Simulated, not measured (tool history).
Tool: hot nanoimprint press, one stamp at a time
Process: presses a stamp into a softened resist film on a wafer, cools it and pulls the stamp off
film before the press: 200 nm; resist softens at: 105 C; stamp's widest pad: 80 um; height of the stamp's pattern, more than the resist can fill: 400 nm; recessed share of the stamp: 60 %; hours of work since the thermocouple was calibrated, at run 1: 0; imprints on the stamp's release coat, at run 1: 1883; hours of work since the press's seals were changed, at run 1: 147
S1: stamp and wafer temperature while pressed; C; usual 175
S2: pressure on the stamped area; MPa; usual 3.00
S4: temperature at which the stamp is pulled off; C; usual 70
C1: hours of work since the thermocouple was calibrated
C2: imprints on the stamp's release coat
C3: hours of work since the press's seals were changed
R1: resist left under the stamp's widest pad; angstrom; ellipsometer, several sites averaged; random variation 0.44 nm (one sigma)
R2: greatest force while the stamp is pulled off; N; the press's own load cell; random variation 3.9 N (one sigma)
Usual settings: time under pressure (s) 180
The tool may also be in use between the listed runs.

Run 1, hour 0.0: usual settings; C1 0; C2 1883; C3 147. Result: R1 1203 angstrom, R2 362 N.
At hour 6.8: stamp cleaned and given a new release coat.
Run 2, hour 16.1: usual settings; C1 7; C2 36; C3 154. Result: R1 1203 angstrom, R2 189 N.
Run 3, hour 24.7: usual settings; C1 13; C2 70; C3 160. Result: R1 1198 angstrom, R2 200 N.
Run 4, hour 32.2: usual settings; C1 19; C2 99; C3 165. Result: R1 1203 angstrom, R2 206 N.
Run 5, hour 46.5: usual settings but time under pressure (s) 179; C1 29; C2 155; C3 175. Result: R1 1205 angstrom, R2 194 N.
Run 6, hour 57.7: usual settings but time under pressure (s) 179; C1 37; C2 198; C3 183. Result: R1 1211 angstrom, R2 203 N.
Run 7, hour 65.2: usual settings but time under pressure (s) 179; C1 42; C2 228; C3 189. Result: R1 1203 angstrom, R2 211 N.
Run 8, hour 73.5: usual settings but time under pressure (s) 179; C1 48; C2 260; C3 195. Result: R1 1199 angstrom, R2 212 N.
Run 9, hour 82.6: usual settings but time under pressure (s) 179; C1 55; C2 296; C3 201. Result: R1 1208 angstrom, R2 216 N.
Run 10, hour 92.9: usual settings but S4 76 C; C1 62; C2 336; C3 209. Result: R1 1198 angstrom, R2 183 N.
Run 11, hour 102.2: usual settings but S2 1.98 MPa, S4 76 C; C1 69; C2 372; C3 215. Result: R1 1404 angstrom, R2 184 N.
Run 12, hour 108.5: usual settings but S2 1.98 MPa, S4 76 C; C1 73; C2 396; C3 220. Result: R1 1416 angstrom, R2 195 N.
Run 13, hour 120.6: usual settings but S2 1.98 MPa, S4 76 C; C1 82; C2 444; C3 228. Result: R1 1404 angstrom, R2 203 N.
Run 14, hour 131.4: usual settings but S4 64 C; C1 89; C2 486; C3 236. Result: R1 1196 angstrom, R2 257 N.
Run 15, hour 137.9: usual settings but time under pressure (s) 319; C1 94; C2 511; C3 241. Result: R1 1004 angstrom, R2 228 N.
Run 16, hour 149.0: usual settings but S2 4.15 MPa, time under pressure (s) 139; C1 102; C2 555; C3 249. Result: R1 1122 angstrom, R2 232 N.
Run 17, hour 161.9: usual settings but S2 4.15 MPa, time under pressure (s) 139; C1 111; C2 605; C3 258. Result: R1 1120 angstrom, R2 240 N.
Run 18, hour 175.1: usual settings but S1 178 C, S2 4.15 MPa, time under pressure (s) 139; C1 121; C2 656; C3 267. Result: R1 1036 angstrom, R2 240 N.
Run 19, hour 181.8: usual settings but S1 172 C; C1 125; C2 682; C3 272. Result: R1 1290 angstrom, R2 239 N.
Run 20, hour 195.3: usual settings but S1 172 C; C1 135; C2 735; C3 282. Result: R1 1280 angstrom, R2 242 N.
Run 21, hour 201.4: usual settings but S1 172 C; C1 139; C2 759; C3 286. Result: R1 1283 angstrom, R2 247 N.
Run 22, hour 215.5: usual settings but S1 172 C; C1 149; C2 814; C3 296. Result: R1 1286 angstrom, R2 256 N.
Run 23, hour 225.7: usual settings but S1 172 C; C1 157; C2 853; C3 303. Result: R1 1298 angstrom, R2 263 N.
Run 24, hour 239.9: usual settings but S1 187 C; C1 167; C2 909; C3 313. Result: R1 867 angstrom, R2 264 N.
Run 25, hour 249.9: usual settings but time under pressure (s) 98, S4 69 C; C1 174; C2 947; C3 320. Result: R1 1396 angstrom, R2 277 N.
Run 26, hour 258.0: usual settings but S2 4.31 MPa, time under pressure (s) 98, S4 69 C; C1 180; C2 979; C3 326. Result: R1 1231 angstrom, R2 281 N.
Run 27, hour 267.5: usual settings but S1 184 C, S4 57 C; C1 186; C2 1016; C3 333. Result: R1 929 angstrom, R2 353 N.
Run 28, hour 274.9: usual settings but S1 184 C, S4 57 C; C1 192; C2 1045; C3 338. Result: R1 940 angstrom, R2 353 N.
Run 29, hour 285.5: usual settings but S1 184 C, S4 57 C; C1 199; C2 1086; C3 346. Result: R1 936 angstrom, R2 348 N.

Forecast each of these 3 alternatives for the next run:
Run A, hour 292.5: usual settings but S1 184 C, S2 4.32 MPa, S4 69 C; C1 204; C2 1114; C3 351. Result: R1 ?, R2 ?.
Run B, hour 292.5: usual settings but S1 178 C, S2 2.44 MPa; C1 204; C2 1114; C3 351. Result: R1 ?, R2 ?.
Run C, hour 292.5: usual settings but S1 184 C, S2 1.82 MPa, S4 57 C; C1 204; C2 1114; C3 351. Result: R1 ?, R2 ?.

run    R1   R2
  A   775  290
  B  1207  280
  C  1188  363
Without the tool's hidden state the same runs would have given:
run    R1   R2
  A   774  195
  B  1216  187
  C  1198  243
